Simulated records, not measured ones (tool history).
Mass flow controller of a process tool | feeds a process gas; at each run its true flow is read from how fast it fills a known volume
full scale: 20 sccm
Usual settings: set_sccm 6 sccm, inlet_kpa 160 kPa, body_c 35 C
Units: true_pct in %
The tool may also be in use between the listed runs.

run 1 hour=0 | set_sccm=6 inlet_kpa=160 body_c=35 | true_pct=96.94
run 2 hour=56.8 | set_sccm=6 inlet_kpa=160 body_c=35 | true_pct=96.74
run 3 hour=149.4 | set_sccm=6 inlet_kpa=160 body_c=35 | true_pct=96.57
run 4 hour=213.4 | set_sccm=6 inlet_kpa=160 body_c=32 | true_pct=96.84
run 5 hour=284.3 | set_sccm=6 inlet_kpa=160 body_c=35 | true_pct=96.45
run 6 hour=328.4 | set_sccm=6 inlet_kpa=160 body_c=35 | true_pct=96.4
run 7 hour=398.1 | set_sccm=6 inlet_kpa=160 body_c=35 | true_pct=96.26
run 8 hour=488.6 | set_sccm=6 inlet_kpa=160 body_c=35 | true_pct=96.11
run 9 hour=550.9 | set_sccm=6 inlet_kpa=160 body_c=35 | true_pct=96.03
run 10 hour=597 | set_sccm=6 inlet_kpa=160 body_c=35 | true_pct=95.81
run 11 hour=675 | set_sccm=6 inlet_kpa=221 body_c=35 | true_pct=95.63
run 12 hour=758.6 | set_sccm=6 inlet_kpa=221 body_c=35 | true_pct=95.39
run 13 hour=820.4 | set_sccm=6 inlet_kpa=221 body_c=35 | true_pct=95.3
run 14 hour=862.1 | set_sccm=6 inlet_kpa=160 body_c=35 | true_pct=95.53
run 15 hour=908.9 | set_sccm=6 inlet_kpa=160 body_c=30 | true_pct=95.75
run 16 hour=983.4 | set_sccm=6 inlet_kpa=160 body_c=30 | true_pct=95.6
run 17 hour=1076.8 | set_sccm=6 inlet_kpa=160 body_c=35 | true_pct=95.05
run 18 hour=1140.3 | set_sccm=6 inlet_kpa=160 body_c=35 | true_pct=95
run 19 hour=1206.6 | set_sccm=6 inlet_kpa=160 body_c=35 | true_pct=94.9
run 20 hour=1250.9 | set_sccm=6 inlet_kpa=160 body_c=35 | true_pct=94.8
run 21 hour=1324.7 | set_sccm=6 inlet_kpa=231 body_c=35 | true_pct=94.49
run 22 hour=1383.6 | set_sccm=6 inlet_kpa=231 body_c=35 | true_pct=94.38
-- hour=1447.1 gauge calibrated
run 23 hour=1461.4 | set_sccm=6 inlet_kpa=160 body_c=27 | true_pct=97.69
run 24 hour=1522.2 | set_sccm=6 inlet_kpa=160 body_c=27 | true_pct=97.52
run 25 hour=1605.8 | set_sccm=6 inlet_kpa=160 body_c=35 | true_pct=96.49
run 26 hour=1689 | set_sccm=6 inlet_kpa=160 body_c=35 | true_pct=96.47
run 27 hour=1746.1 | set_sccm=6 inlet_kpa=160 body_c=35 | true_pct=96.44
run 28 hour=1810.4 | set_sccm=2 inlet_kpa=223 body_c=27 | true_pct=96.28
run 29 hour=1865.4 | set_sccm=6 inlet_kpa=155 body_c=35 | true_pct=96.21
run 30 hour=1908.9 | set_sccm=6 inlet_kpa=155 body_c=35 | true_pct=96.08
run 31 hour=1953.8 | set_sccm=6 inlet_kpa=198 body_c=25 | true_pct=96.86
run 32 hour=2027 | set_sccm=6 inlet_kpa=229 body_c=24 | true_pct=96.7
run 33 hour=2116.5 | set_sccm=13 inlet_kpa=253 body_c=30 | true_pct=97.22
run 34 hour=2186.9 | set_sccm=6 inlet_kpa=160 body_c=21 | true_pct=96.89
run 35 hour=2271.2 | set_sccm=6 inlet_kpa=160 body_c=27 | true_pct=96.22
run 36 hour=2345.7 | set_sccm=6 inlet_kpa=160 body_c=27 | true_pct=96.15
run 37 hour=2399.8 | set_sccm=11 inlet_kpa=161 body_c=25 | true_pct=96.97
run 38 hour=2486.7 | set_sccm=11 inlet_kpa=161 body_c=25 | true_pct=96.82
run 39 hour=2553.5 | set_sccm=11 inlet_kpa=225 body_c=25 | true_pct=96.58
run 40 hour=2633.7 | set_sccm=13 inlet_kpa=160 body_c=35 | true_pct=96.1
run 41 hour=2690 | set_sccm=13 inlet_kpa=160 body_c=35 | true_pct=96.04
run 42 hour=2745.1 | set_sccm=12 inlet_kpa=160 body_c=34 | true_pct=95.75
run 43 hour=2820.3 | set_sccm=12 inlet_kpa=231 body_c=30 | true_pct=95.9
run 44 hour=2867.1 | set_sccm=12 inlet_kpa=231 body_c=30 | true_pct=95.75
run 45 hour=2912.1 | set_sccm=3 inlet_kpa=160 body_c=21 | true_pct=95.22
run 46 hour=2983.6 | set_sccm=3 inlet_kpa=160 body_c=21 | true_pct=95.13
run 47 hour=3052.3 | set_sccm=12 inlet_kpa=202 body_c=26 | true_pct=95.89
run 48 hour=3096.7 | set_sccm=12 inlet_kpa=202 body_c=26 | true_pct=95.69
run 49 hour=3164.1 | set_sccm=11 inlet_kpa=244 body_c=26 | true_pct=95.57

Some steps in true_pct between neighbouring runs. How much of each would the tool show without its hidden state too (settings, what came in, random variation), and how much is left for the hidden state, with any gauge scatter that isn't in both results?
The hidden state here: flow at rest that the sensor doesn't see, % of full scale; true flow over the shown one, %; drift of the gauge itself on true_pct, %.
Run 2 -> 3: no setting changed, nothing entered. true_pct -0.17 %: hidden state -0.15, all else -0.02.
Run 7 -> 8: no setting changed, nothing entered. true_pct -0.15 %: hidden state -0.15, all else +0.
Run 22 -> 23: inlet_kpa 231 -> 160, body_c 35 -> 27, gauge calibrated. true_pct +3.31 %: hidden state +2.25, all else +1.06.
Run 24 -> 25: body_c 27 -> 35. true_pct -1.03 %: hidden state -0.14, all else -0.89.
Run 36 -> 37: set_sccm 6 -> 11, inlet_kpa 160 -> 161, body_c 27 -> 25. true_pct +0.82 %: hidden state -0.1, all else +0.92.

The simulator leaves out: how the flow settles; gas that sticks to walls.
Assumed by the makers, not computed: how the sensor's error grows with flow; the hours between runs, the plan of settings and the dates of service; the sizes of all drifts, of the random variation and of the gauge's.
